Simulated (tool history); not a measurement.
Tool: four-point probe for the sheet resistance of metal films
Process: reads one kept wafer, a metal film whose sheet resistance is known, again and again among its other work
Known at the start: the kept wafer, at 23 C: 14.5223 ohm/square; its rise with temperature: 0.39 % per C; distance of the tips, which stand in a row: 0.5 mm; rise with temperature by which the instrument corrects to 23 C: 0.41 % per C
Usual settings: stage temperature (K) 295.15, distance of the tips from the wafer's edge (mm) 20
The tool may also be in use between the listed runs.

run     day  stage temperature (K)  distance of the tips from the wafer's edge (mm)  sheet resistance as the instrument gives it (ohm/square)
  1   0.000                 295.15                                               20                                                 14.550516
  2   0.662                 295.15                                               20                                                 14.554121
  3   1.017                 295.15                                               20                                                 14.552965
  4   1.679                 295.15                                               20                                                 14.554983
  5   2.071                 295.15                                               20                                                 14.552815
  6   2.371                 295.15                                               20                                                 14.555828
  7   2.921                 294.15                                               20                                                 14.558680
  8   3.204                 294.15                                               20                                                 14.555470
  9   3.771                 294.15                                               20                                                 14.562507
 10   4.171                 295.15                                               20                                                 14.556713
 11   4.471                 295.15                                               20                                                 14.557840
 12   4.862                 295.15                                               20                                                 14.555530
 13   5.542                 295.15                                               20                                                 14.553508
 14   6.029                 295.15                                               43                                                 14.548627
 15   6.375                 295.15                                               43                                                 14.557067
 16   6.838                 295.15                                               20                                                 14.555935
 17   7.250                 295.15                                               20                                                 14.555349
 18   7.604                 295.15                                               20                                                 14.556011
 19   7.996                 295.15                                               20                                                 14.555445
 20   8.358                 293.15                                               20                                                 14.561740
 21   8.675                 293.15                                               20                                                 14.566620
 22   9.108                 293.15                                               20                                                 14.563222
 23   9.562                 293.15                                               13                                                 14.571509
 24  10.167                 293.15                                                6                                                 14.614189
 25  10.642                 294.15                                               10                                                 14.582804
 26  11.321                 307.15                                                4                                                 14.632359
 27  11.900                 296.15                                               20                                                 14.555722
 28  12.212                 296.15                                               20                                                 14.557606
 29  12.758                 302.15                                               46                                                 14.527397
 30  13.321                 302.15                                               46                                                 14.526006
 31  13.821                 302.15                                               46                                                 14.530858
 32  14.504                 296.15                                                6                                                 14.604763
 33  14.917                 292.15                                               20                                                 14.573147
 34  15.367                 304.15                                               16                                                 14.534597
 35  15.829                 294.15                                               22                                                 14.568824
 36  16.500                 294.15                                               65                                                 14.563886
 37  16.967                 295.15                                               16                                                 14.561516
 38  17.496                 295.15                                               16                                                 14.564565
 39  17.988                 293.15                                               48                                                 14.569026
 40  18.600                 293.15                                               48                                                 14.564972
 41  19.012                 293.15                                               48                                                 14.565239
 42  19.538                 298.15                                               16                                                 14.556130
 43  19.925                 306.15                                               13                                                 14.525468
 44  20.342                 301.15                                                3                                                 14.751530

The same runs without the tool's hidden state, with the same run-to-run variation:
The hidden state here: inner tips' distance over the nominal, %; tips' flats over new ones', %; wafer's true temperature over the reading, C; drift of the gauge itself on sheet_ohm, %.
run  sheet resistance as the instrument gives it (ohm/square)
  1                                                 14.528149
  2                                                 14.531425
  3                                                 14.530102
  4                                                 14.531777
  5                                                 14.529418
  6                                                 14.532268
  7                                                 14.534678
  8                                                 14.531325
  9                                                 14.538065
 10                                                 14.532236
 11                                                 14.533214
 12                                                 14.530718
 13                                                 14.528365
 14                                                 14.523227
 15                                                 14.531476
 16                                                 14.530093
 17                                                 14.529284
 18                                                 14.529760
 19                                                 14.528993
 20                                                 14.534772
 21                                                 14.539475
 22                                                 14.535866
 23                                                 14.543916
 24                                                 14.586201
 25                                                 14.554796
 26                                                 14.605929
 27                                                 14.527441
 28                                                 14.529164
 29                                                 14.499685
 30                                                 14.498022
 31                                                 14.502621
 32                                                 14.575074
 33                                                 14.542644
 34                                                 14.505885
 35                                                 14.538189
 36                                                 14.532922
 37                                                 14.530492
 38                                                 14.533258
 39                                                 14.537129
 40                                                 14.532768
 41                                                 14.532829
 42                                                 14.524319
 43                                                 14.494815
 44                                                 14.719364
